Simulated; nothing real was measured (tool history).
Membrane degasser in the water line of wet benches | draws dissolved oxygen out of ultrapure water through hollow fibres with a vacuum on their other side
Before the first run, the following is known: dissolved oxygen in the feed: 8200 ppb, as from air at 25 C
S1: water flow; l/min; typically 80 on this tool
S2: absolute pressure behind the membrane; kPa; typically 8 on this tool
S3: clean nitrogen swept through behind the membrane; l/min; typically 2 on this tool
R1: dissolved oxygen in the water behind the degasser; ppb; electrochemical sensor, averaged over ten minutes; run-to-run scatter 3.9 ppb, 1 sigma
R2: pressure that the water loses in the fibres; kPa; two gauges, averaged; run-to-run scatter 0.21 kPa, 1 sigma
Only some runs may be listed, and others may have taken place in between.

run 1 hour=0 | S1=80 S2=8 S3=2 | R1=405.3 R2=50.37
run 2 hour=31.4 | S1=80 S2=8 S3=2 | R1=396.3 R2=50.19
run 3 hour=80 | S1=80 S2=8 S3=2 | R1=394.6 R2=50.27
run 4 hour=104.3 | S1=80 S2=8 S3=2 | R1=398.6 R2=50.12
run 5 hour=129.6 | S1=80 S2=8 S3=2 | R1=393.3 R2=49.73
run 6 hour=158.6 | S1=80 S2=8 S3=2 | R1=398.1 R2=49.87
run 7 hour=192 | S1=80 S2=8 S3=2 | R1=397.5 R2=49.99
run 8 hour=221 | S1=80 S2=8 S3=2 | R1=396.9 R2=49.96
run 9 hour=264.6 | S1=52 S2=8 S3=2 | R1=273 R2=32.44
run 10 hour=312.5 | S1=80 S2=8 S3=2 | R1=402.6 R2=49.94
run 11 hour=343.1 | S1=80 S2=8 S3=2 | R1=400.5 R2=49.69
run 12 hour=393.6 | S1=80 S2=8 S3=2 | R1=391.2 R2=49.48
run 13 hour=419.1 | S1=80 S2=8 S3=2 | R1=402 R2=49.8
run 14 hour=459 | S1=80 S2=8 S3=2 | R1=390.1 R2=50.03
run 15 hour=487.9 | S1=80 S2=8 S3=2 | R1=388.1 R2=49.72
run 16 hour=513.4 | S1=127 S2=8 S3=2 | R1=662.8 R2=79.15
run 17 hour=564.3 | S1=127 S2=8 S3=2 | R1=649.6 R2=78.68
run 18 hour=605 | S1=127 S2=8 S3=2 | R1=654.7 R2=78.65
run 19 hour=632.6 | S1=95 S2=9.16 S3=3.24 | R1=411.8 R2=58.86
run 20 hour=655 | S1=98 S2=11.99 S3=1.03 | R1=1236.6 R2=60.72
run 21 hour=692.1 | S1=104 S2=5.48 S3=2 | R1=293.6 R2=64.84
run 22 hour=729.9 | S1=104 S2=5.48 S3=2 | R1=296.7 R2=64.22
run 23 hour=766.5 | S1=74 S2=17.96 S3=2 | R1=994.2 R2=45.76
run 24 hour=814.3 | S1=74 S2=17.96 S3=2 | R1=1027.6 R2=46.1
run 25 hour=848.5 | S1=74 S2=17.96 S3=2 | R1=1015.1 R2=45.69
run 26 hour=899.3 | S1=80 S2=12.37 S3=1.26 | R1=956.9 R2=49.28
run 27 hour=942.8 | S1=80 S2=5.34 S3=0.95 | R1=313.9 R2=49.1
run 28 hour=996.9 | S1=80 S2=5.34 S3=0.95 | R1=316.7 R2=49.43
run 29 hour=1021.2 | S1=67 S2=5.34 S3=1.43 | R1=206.9 R2=41.27
run 30 hour=1050.6 | S1=51 S2=5.35 S3=0.99 | R1=208.4 R2=32.2
run 31 hour=1097.9 | S1=51 S2=5.35 S3=0.99 | R1=209.6 R2=32.07
run 32 hour=1133.9 | S1=105 S2=15.74 S3=0.99 | R1=1763.1 R2=66.08

Taken out of this log: 1 entry between the listed runs. Where each belongs, and how the hidden state differs across it:
From run 29 to run 30: gauge calibrated (hour 1040.1)
  drift of the gauge itself on loss_of_pressure_kpa, %: -2.08 -> -0.02
  measured minus no-state result, R2: -0.86 -> +0.01 kPa

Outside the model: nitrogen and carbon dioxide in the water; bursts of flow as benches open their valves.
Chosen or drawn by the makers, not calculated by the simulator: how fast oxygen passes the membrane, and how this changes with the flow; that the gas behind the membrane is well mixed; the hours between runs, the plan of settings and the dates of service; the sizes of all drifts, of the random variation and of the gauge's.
